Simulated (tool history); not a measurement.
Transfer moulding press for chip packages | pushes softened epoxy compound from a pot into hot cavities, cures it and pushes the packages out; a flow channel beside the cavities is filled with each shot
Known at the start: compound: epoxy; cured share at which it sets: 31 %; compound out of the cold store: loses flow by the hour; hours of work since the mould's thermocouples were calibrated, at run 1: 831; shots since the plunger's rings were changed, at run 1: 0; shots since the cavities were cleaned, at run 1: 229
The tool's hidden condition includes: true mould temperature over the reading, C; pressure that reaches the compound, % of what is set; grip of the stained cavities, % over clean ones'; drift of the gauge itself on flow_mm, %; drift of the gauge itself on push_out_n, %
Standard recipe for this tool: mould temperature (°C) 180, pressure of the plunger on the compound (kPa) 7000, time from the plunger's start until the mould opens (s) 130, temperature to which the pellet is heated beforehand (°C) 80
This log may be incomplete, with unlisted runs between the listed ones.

run	hour	mould temperature (°C)	pressure of the plunger on the compound (kPa)	time from the plunger's start until the mould opens (s)	temperature to which the pellet is heated beforehand (°C)	hours of work since the mould's thermocouples were calibrated	shots since the plunger's rings were changed	shots since the cavities were cleaned	incoming compound's hours out of the cold store	length that the compound runs in the flow channel (mm)	greatest force on the pins that push the packages out (N)
1	0	180	7000	130	80	831	0	229	13.5	750	620
# hour 49.6: cavities cleaned with cleaning compound and waxed
2	54	180	7000	130	77	853	322	27	37.3	706	434
# hour 139: cavities cleaned with cleaning compound and waxed
3	141.1	180	7000	130	80	889	846	13	26.7	719	424
# hour 171.5: mould's thermocouples calibrated
4	187.5	178	7000	130	80	7	1118	285	13.8	754	813
# hour 233: cavities cleaned with cleaning compound and waxed
5	270.8	178	7000	130	80	42	1618	232	46.1	689	740
# hour 321.1: cavities cleaned with cleaning compound and waxed
6	344.3	178	7000	130	80	72	2059	142	17.2	720	671
# hour 410.9: cavities cleaned with cleaning compound and waxed
7	430.5	180	7000	130	80	108	2577	120	43	665	563
8	490.8	180	7000	130	80	134	2947	490	21.8	701	754
# hour 498.9: cavities cleaned with cleaning compound and waxed
9	538.2	180	7000	130	80	153	3227	240	27.3	675	662
# hour 590.2: cavities cleaned with cleaning compound and waxed
10	633.9	180	7000	130	80	194	3804	268	40.3	659	678
# hour 676.2: cavities cleaned with cleaning compound and waxed
11	683.3	180	7000	130	80	214	4097	43	23.2	674	469
# hour 763.9: cavities cleaned with cleaning compound and waxed
12	775.2	180	7000	130	82	252	4650	69	34.9	647	512
13	822.8	180	7000	130	80	273	4942	361	14.5	689	747
# hour 853.1: cavities cleaned with cleaning compound and waxed
14	902.6	180	7000	130	80	306	5421	303	36.7	642	687
# hour 942.1: cavities cleaned with cleaning compound and waxed
15	977.7	180	7000	130	80	337	5872	218	44	620	656
# hour 1034.4: plunger's sealing rings changed
# hour 1035.9: cavities cleaned with cleaning compound and waxed
16	1052.6	183	7000	130	80	367	102	102	27.4	719	522
# hour 1123: cavities cleaned with cleaning compound and waxed
17	1127.5	180	6670	130	80	399	552	28	43.1	670	446
# hour 1215.9: cavities cleaned with cleaning compound and waxed
18	1226.2	188	6670	144	80	440	1147	63	34.9	657	430
19	1266.6	188	6670	144	80	457	1394	310	27.9	662	579
# hour 1304.2: cavities cleaned with cleaning compound and waxed
20	1340.1	180	7000	130	85	488	1835	220	13	725	673
# hour 1392.2: cavities cleaned with cleaning compound and waxed
21	1392.2	180	6510	130	84	509	2144	0	19.5	681	427
# hour 1484: cavities cleaned with cleaning compound and waxed
22	1485.3	180	6510	130	84	548	2705	8	26.5	671	428
# hour 1573.9: cavities cleaned with cleaning compound and waxed
23	1573.9	180	6510	130	84	585	3238	0	38.7	631	424
24	1642.4	174	6510	158	77	614	3657	419	12.4	702	750
# hour 1666.1: cavities cleaned with cleaning compound and waxed
25	1736.5	174	8260	158	77	654	4224	431	47.6	717	743
# hour 1757.8: cavities cleaned with cleaning compound and waxed
26	1780.5	176	7290	158	84	672	4484	139	11.4	718	531
# hour 1845.2: cavities cleaned with cleaning compound and waxed
27	1845.2	180	8130	170	80	699	4871	0	41.6	690	355

3 ways to go on from here, each from the tool as it stands after run 27. What would each give?
A	1887.3	182	8130	170	90	717	5129	258	8.5	?	?
B	1887.3	175	7000	130	85	717	5129	258	22.3	?	?
C	1887.3	186	5660	130	72	717	5129	258	20.3	?	?

run	length that the compound runs in the flow channel (mm)	greatest force on the pins that push the packages out (N)
A	733	556
B	690	827
C	584	575
Had the tool no hidden state, the same runs would have come out as:
run	length that the compound runs in the flow channel (mm)	greatest force on the pins that push the packages out (N)
A	818	353
B	770	567
C	651	366

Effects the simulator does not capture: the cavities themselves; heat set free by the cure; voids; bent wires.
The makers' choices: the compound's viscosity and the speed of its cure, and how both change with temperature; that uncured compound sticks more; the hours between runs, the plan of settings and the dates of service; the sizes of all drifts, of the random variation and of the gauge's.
